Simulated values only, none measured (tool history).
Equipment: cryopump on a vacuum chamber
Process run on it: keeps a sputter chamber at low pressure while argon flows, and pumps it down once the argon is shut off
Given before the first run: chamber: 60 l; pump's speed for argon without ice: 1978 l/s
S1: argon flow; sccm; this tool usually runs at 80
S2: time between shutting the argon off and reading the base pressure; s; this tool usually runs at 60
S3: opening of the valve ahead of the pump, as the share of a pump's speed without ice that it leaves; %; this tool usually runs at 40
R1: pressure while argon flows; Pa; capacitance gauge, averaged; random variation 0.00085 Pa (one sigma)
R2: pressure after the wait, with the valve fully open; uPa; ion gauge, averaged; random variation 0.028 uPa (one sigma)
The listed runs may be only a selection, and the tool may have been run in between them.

run,hour,S1,S2,S3,R1,R2
1,0.0,80,60,40,0.1835,1.57
2,27.6,80,60,40,0.1824,1.58
3,64.5,80,60,40,0.1825,1.55
4,87.5,91,60,40,0.2107,1.62
5,120.6,91,60,40,0.2097,1.63
6,141.6,91,60,40,0.2100,1.63
7,172.6,91,60,40,0.2109,1.67
8,191.4,91,60,40,0.2132,1.61
9,209.8,80,60,40,0.1854,1.67
10,226.2,34,60,40,0.0796,1.65
11,264.5,34,60,40,0.0806,1.69
12,282.7,80,60,40,0.1880,1.73
13,320.0,80,60,40,0.1897,1.72
14,355.1,80,60,50,0.1559,1.75
15,392.5,80,60,50,0.1567,1.83
16,412.0,80,60,50,0.1576,1.76
17,438.9,80,60,50,0.1582,1.81
# hour 455.8: pump warmed up, emptied and cooled again
18,481.4,69,60,32,0.1861,1.67
19,497.8,112,60,32,0.3006,1.66
20,528.3,112,60,32,0.2998,1.73
21,549.2,33,183,32,0.0899,0.97
22,567.1,57,146,40,0.1232,1.09
23,599.2,105,175,22,0.4096,1.00
24,621.7,105,175,22,0.4111,1.01
25,657.1,105,175,22,0.4130,1.06
26,693.6,70,291,34,0.1785,0.87
27,728.7,56,291,25,0.1951,0.94
28,764.6,33,41,46,0.0630,2.39
29,790.1,68,28,40,0.1510,3.21
30,810.3,68,28,40,0.1511,3.18
31,839.7,44,66,55,0.0720,1.81
32,860.9,44,66,42,0.0940,1.82
33,891.3,44,66,42,0.0944,1.87
34,915.4,136,88,44,0.2787,1.61

What if the next run were any one of these 4? Each begins from the tool's condition after run 34:
A,944.8,136,88,27,?,?
B,944.8,45,123,45,?,?
C,944.8,114,60,35,?,?
D,944.8,80,83,49,?,?

run,R1,R2
A,0.4476,1.58
B,0.0910,1.36
C,0.2921,1.96
D,0.1495,1.65
With no hidden state in the tool, these same runs would have given:
run,R1,R2
A,0.4315,0.93
B,0.0856,0.72
C,0.2787,1.31
D,0.1400,0.99
